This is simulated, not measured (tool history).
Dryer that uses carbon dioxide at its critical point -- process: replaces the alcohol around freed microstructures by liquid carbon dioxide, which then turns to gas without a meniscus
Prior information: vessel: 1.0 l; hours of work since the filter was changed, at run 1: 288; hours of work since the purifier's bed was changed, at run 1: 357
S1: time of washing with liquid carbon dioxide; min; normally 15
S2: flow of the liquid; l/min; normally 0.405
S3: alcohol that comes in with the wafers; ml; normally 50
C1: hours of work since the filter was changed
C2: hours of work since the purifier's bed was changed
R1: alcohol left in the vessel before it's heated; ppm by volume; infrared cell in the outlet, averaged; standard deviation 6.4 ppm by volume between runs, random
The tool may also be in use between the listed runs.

{"run": 1, "day": 0.0, "S1": 15, "S2": 0.405, "S3": 50, "C1": 288, "C2": 357, "R1": 357}
{"run": 2, "day": 1.625, "S1": 15, "S2": 0.405, "S3": 50, "C1": 318, "C2": 387, "R1": 372}
{"run": 3, "day": 2.829, "S1": 15, "S2": 0.405, "S3": 66, "C1": 340, "C2": 409, "R1": 463}
{"run": 4, "day": 3.817, "S1": 15, "S2": 0.405, "S3": 66, "C1": 358, "C2": 427, "R1": 494}
{"run": 5, "day": 4.696, "S1": 15, "S2": 0.405, "S3": 66, "C1": 375, "C2": 444, "R1": 492}
{"run": 6, "day": 5.954, "S1": 15, "S2": 0.362, "S3": 50, "C1": 398, "C2": 467, "R1": 630}
{"run": 7, "day": 7.104, "S1": 15, "S2": 0.405, "S3": 50, "C1": 419, "C2": 488, "R1": 410}
{"run": 8, "day": 8.392, "S1": 15, "S2": 0.405, "S3": 50, "C1": 443, "C2": 512, "R1": 417}
{"run": 9, "day": 9.558, "S1": 15, "S2": 0.405, "S3": 50, "C1": 464, "C2": 533, "R1": 410}
{"run": 10, "day": 10.767, "S1": 15, "S2": 0.405, "S3": 50, "C1": 487, "C2": 556, "R1": 419}
{"day": 11.517, "done": "inlet filter changed"}
{"run": 11, "day": 12.6, "S1": 15, "S2": 0.405, "S3": 50, "C1": 20, "C2": 589, "R1": 306}
{"run": 12, "day": 14.179, "S1": 15, "S2": 0.405, "S3": 60, "C1": 49, "C2": 618, "R1": 362}
{"run": 13, "day": 15.688, "S1": 13, "S2": 0.405, "S3": 60, "C1": 77, "C2": 646, "R1": 713}
{"run": 14, "day": 16.838, "S1": 15, "S2": 0.405, "S3": 81, "C1": 98, "C2": 667, "R1": 500}
{"run": 15, "day": 18.129, "S1": 15, "S2": 0.405, "S3": 50, "C1": 122, "C2": 691, "R1": 339}
{"day": 19.338, "done": "purifier's bed changed"}
{"run": 16, "day": 19.583, "S1": 15, "S2": 0.298, "S3": 50, "C1": 147, "C2": 5, "R1": 1154}
{"run": 17, "day": 21.254, "S1": 15, "S2": 0.298, "S3": 50, "C1": 178, "C2": 35, "R1": 1177}
{"run": 18, "day": 22.196, "S1": 15, "S2": 0.405, "S3": 50, "C1": 195, "C2": 53, "R1": 319}
{"run": 19, "day": 24.004, "S1": 15, "S2": 0.405, "S3": 50, "C1": 229, "C2": 86, "R1": 332}
{"run": 20, "day": 24.921, "S1": 15, "S2": 0.405, "S3": 20, "C1": 246, "C2": 103, "R1": 140}
{"run": 21, "day": 26.217, "S1": 9, "S2": 0.405, "S3": 20, "C1": 270, "C2": 127, "R1": 988}
{"run": 22, "day": 27.35, "S1": 9, "S2": 0.405, "S3": 20, "C1": 291, "C2": 148, "R1": 986}
{"run": 23, "day": 28.775, "S1": 23, "S2": 0.405, "S3": 50, "C1": 317, "C2": 175, "R1": 37}
{"run": 24, "day": 29.825, "S1": 23, "S2": 0.405, "S3": 50, "C1": 336, "C2": 194, "R1": 46}
{"run": 25, "day": 31.229, "S1": 13, "S2": 0.631, "S3": 80, "C1": 362, "C2": 220, "R1": 123}
{"run": 26, "day": 32.171, "S1": 11, "S2": 0.271, "S3": 56, "C1": 380, "C2": 237, "R1": 4913}
{"run": 27, "day": 33.025, "S1": 11, "S2": 0.271, "S3": 56, "C1": 396, "C2": 253, "R1": 5089}
{"run": 28, "day": 35.042, "S1": 13, "S2": 0.475, "S3": 63, "C1": 433, "C2": 291, "R1": 445}
{"run": 29, "day": 36.596, "S1": 15, "S2": 0.305, "S3": 35, "C1": 462, "C2": 319, "R1": 885}
{"run": 30, "day": 37.696, "S1": 22, "S2": 0.527, "S3": 35, "C1": 482, "C2": 340, "R1": 23}
{"day": 38.775, "done": "inlet filter changed"}
{"run": 31, "day": 39.404, "S1": 17, "S2": 0.405, "S3": 35, "C1": 12, "C2": 370, "R1": 120}
{"run": 32, "day": 40.267, "S1": 18, "S2": 0.411, "S3": 32, "C1": 28, "C2": 386, "R1": 84}
{"run": 33, "day": 41.529, "S1": 18, "S2": 0.411, "S3": 32, "C1": 51, "C2": 410, "R1": 94}
{"run": 34, "day": 42.917, "S1": 18, "S2": 0.401, "S3": 117, "C1": 77, "C2": 435, "R1": 269}
{"run": 35, "day": 44.446, "S1": 12, "S2": 0.401, "S3": 117, "C1": 105, "C2": 464, "R1": 1979}
{"run": 36, "day": 45.979, "S1": 12, "S2": 0.401, "S3": 117, "C1": 133, "C2": 492, "R1": 2070}
{"run": 37, "day": 47.25, "S1": 9, "S2": 0.414, "S3": 50, "C1": 157, "C2": 516, "R1": 2209}
{"run": 38, "day": 48.233, "S1": 9, "S2": 0.414, "S3": 50, "C1": 175, "C2": 534, "R1": 2251}
{"run": 39, "day": 49.488, "S1": 9, "S2": 0.414, "S3": 50, "C1": 198, "C2": 557, "R1": 2253}
{"run": 40, "day": 51.167, "S1": 9, "S2": 0.597, "S3": 53, "C1": 229, "C2": 588, "R1": 668}
{"run": 41, "day": 52.712, "S1": 13, "S2": 0.597, "S3": 27, "C1": 258, "C2": 617, "R1": 93}

The next listed run, before its measurement:
{"run": 42, "day": 54.646, "S1": 15, "S2": 0.408, "S3": 27, "C1": 294, "C2": 652, "R1": "?"}

R1: 226 ppm by volume
Without the tool's hidden state the same run would have given R1 147 ppm by volume.
